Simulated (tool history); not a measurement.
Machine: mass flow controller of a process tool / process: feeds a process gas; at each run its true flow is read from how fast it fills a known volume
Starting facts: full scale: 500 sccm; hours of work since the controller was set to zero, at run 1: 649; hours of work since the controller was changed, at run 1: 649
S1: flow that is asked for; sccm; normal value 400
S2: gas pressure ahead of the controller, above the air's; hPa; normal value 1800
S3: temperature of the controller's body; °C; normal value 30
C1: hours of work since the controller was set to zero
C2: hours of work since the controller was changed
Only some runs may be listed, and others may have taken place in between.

{"run": 1, "hour": 0.0, "S1": 400, "S2": 1800, "S3": 30, "C1": 649, "C2": 649, "true flow (%)": 99.99}
{"run": 2, "hour": 208.8, "S1": 400, "S2": 1800, "S3": 30, "C1": 726, "C2": 726, "true flow (%)": 99.92}
{"run": 3, "hour": 552.1, "S1": 400, "S2": 1800, "S3": 30, "C1": 853, "C2": 853, "true flow (%)": 99.88}
{"run": 4, "hour": 901.6, "S1": 286, "S2": 1800, "S3": 30, "C1": 981, "C2": 981, "true flow (%)": 99.54}
{"run": 5, "hour": 1182.8, "S1": 286, "S2": 1800, "S3": 21, "C1": 1085, "C2": 1085, "true flow (%)": 99.29}
{"run": 6, "hour": 1580.0, "S1": 286, "S2": 1800, "S3": 21, "C1": 1231, "C2": 1231, "true flow (%)": 99.22}
{"run": 7, "hour": 1825.0, "S1": 156, "S2": 1800, "S3": 30, "C1": 1322, "C2": 1322, "true flow (%)": 99.21}
{"run": 8, "hour": 2036.2, "S1": 207, "S2": 1800, "S3": 30, "C1": 1399, "C2": 1399, "true flow (%)": 99.26}
{"run": 9, "hour": 2238.1, "S1": 103, "S2": 1800, "S3": 30, "C1": 1474, "C2": 1474, "true flow (%)": 98.99}
{"run": 10, "hour": 2558.1, "S1": 103, "S2": 1800, "S3": 30, "C1": 1592, "C2": 1592, "true flow (%)": 98.97}
{"run": 11, "hour": 2852.6, "S1": 103, "S2": 1800, "S3": 30, "C1": 1700, "C2": 1700, "true flow (%)": 98.97}
{"run": 12, "hour": 3094.6, "S1": 103, "S2": 1800, "S3": 30, "C1": 1789, "C2": 1789, "true flow (%)": 98.89}
{"run": 13, "hour": 3376.5, "S1": 103, "S2": 1800, "S3": 30, "C1": 1893, "C2": 1893, "true flow (%)": 98.84}
{"run": 14, "hour": 3579.3, "S1": 103, "S2": 1800, "S3": 30, "C1": 1968, "C2": 1968, "true flow (%)": 98.85}
{"run": 15, "hour": 3901.4, "S1": 103, "S2": 1800, "S3": 30, "C1": 2086, "C2": 2086, "true flow (%)": 98.76}
{"run": 16, "hour": 4227.2, "S1": 103, "S2": 1800, "S3": 30, "C1": 2206, "C2": 2206, "true flow (%)": 98.79}
{"run": 17, "hour": 4478.3, "S1": 103, "S2": 1800, "S3": 30, "C1": 2299, "C2": 2299, "true flow (%)": 98.64}
{"run": 18, "hour": 4818.7, "S1": 400, "S2": 1800, "S3": 30, "C1": 2424, "C2": 2424, "true flow (%)": 99.1}
{"run": 19, "hour": 5099.6, "S1": 400, "S2": 1800, "S3": 30, "C1": 2527, "C2": 2527, "true flow (%)": 99.03}
{"run": 20, "hour": 5390.0, "S1": 427, "S2": 1800, "S3": 30, "C1": 2634, "C2": 2634, "true flow (%)": 99.07}
{"run": 21, "hour": 5637.9, "S1": 82, "S2": 2760, "S3": 36, "C1": 2726, "C2": 2726, "true flow (%)": 99.32}
{"run": 22, "hour": 5838.2, "S1": 151, "S2": 1410, "S3": 25, "C1": 2799, "C2": 2799, "true flow (%)": 98.07}
{"run": 23, "hour": 6223.9, "S1": 151, "S2": 1410, "S3": 25, "C1": 2941, "C2": 2941, "true flow (%)": 98.16}
{"run": 24, "hour": 6475.6, "S1": 92, "S2": 2800, "S3": 38, "C1": 3034, "C2": 3034, "true flow (%)": 99.13}
{"run": 25, "hour": 6708.6, "S1": 92, "S2": 2800, "S3": 38, "C1": 3120, "C2": 3120, "true flow (%)": 99.25}

Predict the results of run 26:
{"run": 26, "hour": 7095.7, "S1": 92, "S2": 2800, "S3": 38, "C1": 3263, "C2": 3263, "true flow (%)": "?"}

{"run 26": {"true flow (%)": 99.15}}
Without the tool's hidden state the same run would have given true flow (%) 100.38.

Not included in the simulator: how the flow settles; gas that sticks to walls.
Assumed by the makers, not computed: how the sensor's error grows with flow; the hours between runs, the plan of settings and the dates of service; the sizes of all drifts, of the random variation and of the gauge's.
